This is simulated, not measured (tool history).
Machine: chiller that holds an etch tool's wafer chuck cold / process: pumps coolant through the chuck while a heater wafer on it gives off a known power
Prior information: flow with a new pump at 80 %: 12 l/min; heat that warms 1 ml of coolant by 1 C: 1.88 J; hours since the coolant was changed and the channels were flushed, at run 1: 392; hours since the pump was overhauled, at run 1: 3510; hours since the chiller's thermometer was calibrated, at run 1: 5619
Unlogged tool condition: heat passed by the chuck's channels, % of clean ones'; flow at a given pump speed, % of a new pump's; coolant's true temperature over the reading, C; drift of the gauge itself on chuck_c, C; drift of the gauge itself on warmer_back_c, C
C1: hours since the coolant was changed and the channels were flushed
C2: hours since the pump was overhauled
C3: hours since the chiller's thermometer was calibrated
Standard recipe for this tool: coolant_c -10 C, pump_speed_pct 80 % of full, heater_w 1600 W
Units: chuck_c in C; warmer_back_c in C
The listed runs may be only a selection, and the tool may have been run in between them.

run 1 hour=0.0 | coolant_c=-10 pump_speed_pct=80 heater_w=1600 | C1=392 C2=3510 C3=5619 | chuck_c=6.8 warmer_back_c=4.76
-- hour=110.4 chiller's thermometer calibrated
run 2 hour=180.3 | coolant_c=-10 pump_speed_pct=80 heater_w=1600 | C1=571 C2=3690 C3=70 | chuck_c=5.5 warmer_back_c=4.77
run 3 hour=377.0 | coolant_c=-10 pump_speed_pct=80 heater_w=1600 | C1=768 C2=3886 C3=267 | chuck_c=5.8 warmer_back_c=4.77
run 4 hour=485.6 | coolant_c=-10 pump_speed_pct=80 heater_w=1600 | C1=877 C2=3995 C3=375 | chuck_c=5.9 warmer_back_c=4.80
run 5 hour=645.6 | coolant_c=-10 pump_speed_pct=80 heater_w=1600 | C1=1037 C2=4155 C3=535 | chuck_c=6.1 warmer_back_c=4.81
run 6 hour=772.6 | coolant_c=-10 pump_speed_pct=80 heater_w=1600 | C1=1164 C2=4282 C3=662 | chuck_c=5.9 warmer_back_c=4.84
run 7 hour=971.7 | coolant_c=-10 pump_speed_pct=80 heater_w=1600 | C1=1363 C2=4481 C3=861 | chuck_c=6.4 warmer_back_c=4.88
run 8 hour=1129.3 | coolant_c=-10 pump_speed_pct=80 heater_w=1600 | C1=1520 C2=4639 C3=1019 | chuck_c=6.4 warmer_back_c=4.87
run 9 hour=1300.9 | coolant_c=-10 pump_speed_pct=80 heater_w=1600 | C1=1692 C2=4810 C3=1190 | chuck_c=6.5 warmer_back_c=4.92
run 10 hour=1402.0 | coolant_c=-10 pump_speed_pct=80 heater_w=1600 | C1=1793 C2=4911 C3=1292 | chuck_c=6.7 warmer_back_c=4.88
run 11 hour=1502.4 | coolant_c=-10 pump_speed_pct=80 heater_w=1600 | C1=1893 C2=5012 C3=1392 | chuck_c=7.0 warmer_back_c=4.97
run 12 hour=1644.8 | coolant_c=-10 pump_speed_pct=80 heater_w=1600 | C1=2036 C2=5154 C3=1534 | chuck_c=7.0 warmer_back_c=4.95
run 13 hour=1848.2 | coolant_c=-10 pump_speed_pct=80 heater_w=1600 | C1=2239 C2=5358 C3=1738 | chuck_c=7.3 warmer_back_c=5.03
run 14 hour=1995.8 | coolant_c=-10 pump_speed_pct=80 heater_w=2035 | C1=2387 C2=5505 C3=1885 | chuck_c=11.8 warmer_back_c=6.28
run 15 hour=2175.6 | coolant_c=-10 pump_speed_pct=61 heater_w=1010 | C1=2567 C2=5685 C3=2065 | chuck_c=2.9 warmer_back_c=4.26
run 16 hour=2334.9 | coolant_c=-10 pump_speed_pct=86 heater_w=2350 | C1=2726 C2=5844 C3=2224 | chuck_c=14.5 warmer_back_c=6.90
run 17 hour=2457.0 | coolant_c=-3 pump_speed_pct=84 heater_w=1671 | C1=2848 C2=5966 C3=2347 | chuck_c=15.1 warmer_back_c=5.02
run 18 hour=2638.6 | coolant_c=-3 pump_speed_pct=89 heater_w=1041 | C1=3030 C2=6148 C3=2528 | chuck_c=8.3 warmer_back_c=2.94
run 19 hour=2842.3 | coolant_c=-3 pump_speed_pct=89 heater_w=827 | C1=3233 C2=6352 C3=2732 | chuck_c=6.3 warmer_back_c=2.38
run 20 hour=3044.0 | coolant_c=-6 pump_speed_pct=86 heater_w=1305 | C1=3435 C2=6553 C3=2934 | chuck_c=8.4 warmer_back_c=3.95
-- hour=3182.4 coolant changed, channels flushed
run 21 hour=3223.2 | coolant_c=-6 pump_speed_pct=86 heater_w=1305 | C1=41 C2=6727 C3=3107 | chuck_c=7.4 warmer_back_c=3.92
run 22 hour=3320.2 | coolant_c=-14 pump_speed_pct=68 heater_w=1297 | C1=138 C2=6824 C3=3204 | chuck_c=1.3 warmer_back_c=5.06
run 23 hour=3513.9 | coolant_c=-14 pump_speed_pct=68 heater_w=1297 | C1=331 C2=7017 C3=3397 | chuck_c=1.6 warmer_back_c=5.02
run 24 hour=3638.7 | coolant_c=-14 pump_speed_pct=68 heater_w=1297 | C1=456 C2=7142 C3=3522 | chuck_c=1.7 warmer_back_c=5.08
run 25 hour=3747.7 | coolant_c=-7 pump_speed_pct=100 heater_w=1389 | C1=565 C2=7251 C3=3631 | chuck_c=6.5 warmer_back_c=3.68

Each row is a separate what-if for the run after 25, all from the same tool condition, not one after another. Results?
run A hour=3971.7 | coolant_c=-10 pump_speed_pct=80 heater_w=1600 | C1=789 C2=7475 C3=3855 | chuck_c=? warmer_back_c=?
run B hour=3971.7 | coolant_c=-7 pump_speed_pct=100 heater_w=1354 | C1=789 C2=7475 C3=3855 | chuck_c=? warmer_back_c=?
run C hour=3971.7 | coolant_c=-15 pump_speed_pct=74 heater_w=1600 | C1=789 C2=7475 C3=3855 | chuck_c=? warmer_back_c=?

run=A chuck_c=7.8 warmer_back_c=5.36
run=B chuck_c=6.4 warmer_back_c=3.56
run=C chuck_c=3.5 warmer_back_c=5.77
Without the tool's unlogged condition, the same runs would have read:
run=A chuck_c=4.4 warmer_back_c=4.28
run=B chuck_c=3.6 warmer_back_c=2.83
run=C chuck_c=0.0 warmer_back_c=4.60
